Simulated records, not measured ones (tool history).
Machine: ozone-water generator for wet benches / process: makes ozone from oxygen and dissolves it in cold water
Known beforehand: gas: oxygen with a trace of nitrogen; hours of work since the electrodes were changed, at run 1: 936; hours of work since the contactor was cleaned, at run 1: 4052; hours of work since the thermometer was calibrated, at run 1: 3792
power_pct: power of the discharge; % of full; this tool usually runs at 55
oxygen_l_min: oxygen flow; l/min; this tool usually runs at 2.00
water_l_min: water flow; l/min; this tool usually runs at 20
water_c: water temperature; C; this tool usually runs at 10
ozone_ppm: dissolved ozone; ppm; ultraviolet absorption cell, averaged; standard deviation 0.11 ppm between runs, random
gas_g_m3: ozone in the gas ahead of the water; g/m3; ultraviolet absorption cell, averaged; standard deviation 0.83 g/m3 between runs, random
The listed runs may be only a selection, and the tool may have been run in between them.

run,hour,power_pct,oxygen_l_min,water_l_min,water_c,hours of work since the electrodes were changed,hours of work since the contactor was cleaned,hours of work since the thermometer was calibrated,ozone_ppm,gas_g_m3
1,0.0,55,2.00,20,10,936,4052,3792,7.6,129.0
# hour 114.2: contactor cleaned
2,131.6,55,2.43,20,10,1059,17,3915,8.8,121.2
3,304.6,55,2.43,20,10,1226,184,4082,8.8,122.5
4,447.7,55,2.00,20,6,1364,321,4220,8.0,129.1
# hour 568.9: water thermometer calibrated
5,613.7,55,2.00,20,6,1523,481,43,7.9,128.4
6,759.5,55,2.00,20,6,1664,621,184,8.1,127.0
7,853.3,55,2.00,20,6,1754,712,274,7.8,126.2
8,1017.1,55,2.00,20,6,1912,870,432,8.0,127.1
9,1168.0,55,2.00,20,6,2057,1015,577,7.9,126.6
10,1313.0,55,1.22,20,10,2197,1155,717,6.0,146.5
11,1415.0,55,2.00,20,10,2295,1253,815,7.5,126.1
12,1556.4,55,2.00,20,10,2432,1389,952,7.6,123.4
13,1722.4,55,2.00,20,10,2592,1549,1112,7.5,124.7
14,1826.5,55,2.36,20,10,2692,1650,1212,7.9,115.7
15,2018.1,55,2.36,20,10,2877,1834,1397,8.0,116.3
16,2110.5,55,2.36,20,10,2966,1923,1486,7.9,115.6
17,2196.5,55,2.36,20,10,3048,2006,1569,7.9,116.7
18,2335.7,73,2.00,15,10,3183,2140,1703,11.7,142.3
19,2419.5,81,2.00,15,10,3263,2221,1783,12.3,147.9
20,2521.7,71,2.00,30,10,3362,2320,1882,5.0,140.8
21,2619.4,71,2.00,30,10,3456,2414,1976,5.0,139.1
22,2757.4,55,2.00,20,5,3589,2547,2109,7.7,120.8
23,2927.9,55,2.00,20,5,3753,2711,2273,7.3,121.6
24,3095.1,55,1.02,20,10,3914,2872,2435,5.0,150.1
25,3217.8,55,2.00,20,9,4033,2991,2553,7.4,118.1
26,3340.1,55,2.00,20,9,4151,3108,2671,7.3,120.8
27,3443.4,55,2.00,28,10,4250,3208,2770,4.9,119.1
28,3539.0,55,2.00,28,10,4342,3300,2862,4.6,120.1
29,3719.4,55,2.00,28,10,4516,3474,3036,4.6,120.5
30,3900.5,78,2.00,28,14,4691,3648,3211,5.4,140.2
31,4008.1,78,2.00,30,13,4794,3752,3314,5.0,138.8
32,4135.0,78,2.00,30,13,4917,3875,3437,5.0,139.6

What if the next run were any one of these 3? Each begins from the tool's condition after run 32:
A,4260.6,57,2.62,30,13,5038,3996,3558,?,?
B,4260.6,78,2.00,15,11,5038,3996,3558,?,?
C,4260.6,44,2.00,20,14,5038,3996,3558,?,?

run,ozone_ppm,gas_g_m3
A,4.7,107.0
B,11.1,137.2
C,5.9,104.2
Without the tool's unlogged condition, the same runs would have read:
run,ozone_ppm,gas_g_m3
A,5.7,121.9
B,13.4,160.1
C,7.0,116.4
